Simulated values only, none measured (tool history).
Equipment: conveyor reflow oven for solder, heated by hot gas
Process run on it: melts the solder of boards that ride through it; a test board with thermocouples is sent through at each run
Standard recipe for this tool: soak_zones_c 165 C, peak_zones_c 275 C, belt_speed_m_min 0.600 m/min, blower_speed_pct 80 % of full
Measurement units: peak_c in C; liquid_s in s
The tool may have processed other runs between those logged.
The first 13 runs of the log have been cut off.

| run | hour | soak_zones_c | peak_zones_c | belt_speed_m_min | blower_speed_pct | peak_c | liquid_s |
|---|---|---|---|---|---|---|---|
| 14 | 163.8 | 165 | 275 | 0.532 | 80 | 262.4 | 55.0 |
| 15 | 177.2 | 165 | 275 | 0.532 | 71 | 261.0 | 53.9 |
| 16 | 186.7 | 165 | 275 | 0.532 | 71 | 261.0 | 53.7 |
| 17 | 199.6 | 155 | 289 | 0.519 | 55 | 270.8 | 56.9 |
| 18 | 206.7 | 155 | 289 | 0.519 | 55 | 270.5 | 57.3 |
| 19 | 216.4 | 165 | 271 | 0.600 | 80 | 254.8 | 44.2 |
| 20 | 224.2 | 165 | 271 | 0.600 | 80 | 255.0 | 44.4 |
| 21 | 237.3 | 165 | 271 | 0.586 | 80 | 255.6 | 46.1 |
| 22 | 246.3 | 165 | 271 | 0.586 | 80 | 255.0 | 46.1 |
| 23 | 262.2 | 165 | 271 | 0.586 | 80 | 256.2 | 46.1 |
| 24 | 277.9 | 176 | 273 | 0.600 | 80 | 258.5 | 48.8 |
| 25 | 288.6 | 165 | 289 | 0.671 | 77 | 266.1 | 43.7 |
| 26 | 303.0 | 165 | 278 | 0.518 | 70 | 264.3 | 56.9 |
|  | 319.8 | flux residue cleaned out of gas plates and filters |
| 27 | 320.5 | 164 | 264 | 0.509 | 86 | 253.2 | 53.6 |
| 28 | 335.3 | 156 | 286 | 0.572 | 80 | 269.7 | 51.5 |
| 29 | 343.3 | 154 | 267 | 0.572 | 80 | 251.4 | 43.0 |
| 30 | 355.9 | 158 | 289 | 0.637 | 50 | 260.6 | 42.0 |
| 31 | 366.3 | 158 | 289 | 0.494 | 53 | 272.4 | 61.7 |

What if the next run were any one of these 3? Each begins from the tool's condition after run 31:
| A | 381.9 | 165 | 272 | 0.600 | 52 | ? | ? |
| B | 381.9 | 173 | 289 | 0.494 | 53 | ? | ? |
| C | 381.9 | 171 | 286 | 0.718 | 53 | ? | ? |

| run | peak_c | liquid_s |
|---|---|---|
| A | 250.7 | 41.3 |
| B | 273.6 | 66.6 |
| C | 256.0 | 37.9 |
With no hidden state in the tool, these same runs would have given:
| run | peak_c | liquid_s |
|---|---|---|
| A | 251.8 | 41.8 |
| B | 274.7 | 66.8 |
| C | 257.1 | 38.2 |
